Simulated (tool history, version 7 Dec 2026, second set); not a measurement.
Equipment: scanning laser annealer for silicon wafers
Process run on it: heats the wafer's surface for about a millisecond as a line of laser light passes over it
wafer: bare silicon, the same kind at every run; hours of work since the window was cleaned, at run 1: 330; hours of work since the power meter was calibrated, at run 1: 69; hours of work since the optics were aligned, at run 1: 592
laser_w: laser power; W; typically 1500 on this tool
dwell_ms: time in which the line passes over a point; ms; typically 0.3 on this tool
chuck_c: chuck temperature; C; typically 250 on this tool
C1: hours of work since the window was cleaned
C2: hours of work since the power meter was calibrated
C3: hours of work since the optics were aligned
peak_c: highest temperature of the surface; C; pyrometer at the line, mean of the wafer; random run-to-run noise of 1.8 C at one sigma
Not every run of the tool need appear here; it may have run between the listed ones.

{"run": 1, "hour": 0.0, "laser_w": 1500, "dwell_ms": 0.3, "chuck_c": 250, "C1": 330, "C2": 69, "C3": 592, "peak_c": 977}
{"run": 2, "hour": 13.1, "laser_w": 1500, "dwell_ms": 0.3, "chuck_c": 250, "C1": 340, "C2": 79, "C3": 602, "peak_c": 980}
{"run": 3, "hour": 29.4, "laser_w": 1500, "dwell_ms": 0.3, "chuck_c": 250, "C1": 352, "C2": 91, "C3": 614, "peak_c": 978}
{"run": 4, "hour": 46.1, "laser_w": 1500, "dwell_ms": 0.3, "chuck_c": 250, "C1": 365, "C2": 104, "C3": 627, "peak_c": 979}
{"run": 5, "hour": 66.2, "laser_w": 1500, "dwell_ms": 0.3, "chuck_c": 250, "C1": 380, "C2": 119, "C3": 642, "peak_c": 978}
{"run": 6, "hour": 77.7, "laser_w": 1500, "dwell_ms": 0.3, "chuck_c": 250, "C1": 389, "C2": 128, "C3": 651, "peak_c": 978}
{"run": 7, "hour": 89.0, "laser_w": 1500, "dwell_ms": 0.3, "chuck_c": 250, "C1": 398, "C2": 136, "C3": 659, "peak_c": 978}
{"run": 8, "hour": 110.5, "laser_w": 1412, "dwell_ms": 0.3, "chuck_c": 250, "C1": 414, "C2": 153, "C3": 676, "peak_c": 937}
{"run": 9, "hour": 120.2, "laser_w": 1500, "dwell_ms": 0.3, "chuck_c": 250, "C1": 421, "C2": 160, "C3": 683, "peak_c": 976}
{"run": 10, "hour": 136.8, "laser_w": 1500, "dwell_ms": 0.3, "chuck_c": 250, "C1": 434, "C2": 173, "C3": 696, "peak_c": 974}
{"run": 11, "hour": 152.2, "laser_w": 1500, "dwell_ms": 0.334, "chuck_c": 250, "C1": 446, "C2": 184, "C3": 708, "peak_c": 1022}
{"run": 12, "hour": 161.7, "laser_w": 1500, "dwell_ms": 0.334, "chuck_c": 229, "C1": 453, "C2": 192, "C3": 715, "peak_c": 998}
{"hour": 164.7, "done": "window over the wafer cleaned"}
{"run": 13, "hour": 179.9, "laser_w": 1500, "dwell_ms": 0.334, "chuck_c": 229, "C1": 12, "C2": 204, "C3": 727, "peak_c": 999}
{"run": 14, "hour": 189.2, "laser_w": 1500, "dwell_ms": 0.334, "chuck_c": 229, "C1": 19, "C2": 211, "C3": 734, "peak_c": 996}
{"hour": 202.2, "done": "window over the wafer cleaned, once more"}
{"run": 15, "hour": 211.6, "laser_w": 1318, "dwell_ms": 0.3, "chuck_c": 220, "C1": 7, "C2": 227, "C3": 750, "peak_c": 870}
{"run": 16, "hour": 231.4, "laser_w": 1318, "dwell_ms": 0.3, "chuck_c": 220, "C1": 22, "C2": 242, "C3": 765, "peak_c": 866}
{"run": 17, "hour": 245.1, "laser_w": 1318, "dwell_ms": 0.3, "chuck_c": 220, "C1": 33, "C2": 252, "C3": 775, "peak_c": 870}
{"run": 18, "hour": 256.9, "laser_w": 1568, "dwell_ms": 0.316, "chuck_c": 235, "C1": 42, "C2": 261, "C3": 784, "peak_c": 1020}
{"run": 19, "hour": 265.7, "laser_w": 1568, "dwell_ms": 0.316, "chuck_c": 235, "C1": 48, "C2": 268, "C3": 791, "peak_c": 1022}
{"run": 20, "hour": 282.7, "laser_w": 1500, "dwell_ms": 0.249, "chuck_c": 250, "C1": 61, "C2": 281, "C3": 804, "peak_c": 911}
{"run": 21, "hour": 296.4, "laser_w": 1500, "dwell_ms": 0.322, "chuck_c": 237, "C1": 72, "C2": 291, "C3": 814, "peak_c": 1000}
{"hour": 311.8, "done": "optics aligned, line set to its width"}
{"run": 22, "hour": 321.2, "laser_w": 1500, "dwell_ms": 0.322, "chuck_c": 237, "C1": 87, "C2": 306, "C3": 7, "peak_c": 1008}

Each row is a separate what-if for the run after 22, all from the same tool condition, not one after another. Results?
{"run": "A", "hour": 339.9, "laser_w": 1462, "dwell_ms": 0.3, "chuck_c": 265, "C1": 101, "C2": 320, "C3": 21, "peak_c": "?"}
{"run": "B", "hour": 339.9, "laser_w": 1318, "dwell_ms": 0.322, "chuck_c": 282, "C1": 101, "C2": 320, "C3": 21, "peak_c": "?"}
{"run": "C", "hour": 339.9, "laser_w": 1500, "dwell_ms": 0.287, "chuck_c": 244, "C1": 101, "C2": 320, "C3": 21, "peak_c": "?"}

run=A peak_c=985
run=B peak_c=963
run=C peak_c=963
With no hidden state in the tool, these same runs would have given:
run=A peak_c=989
run=B peak_c=967
run=C peak_c=967
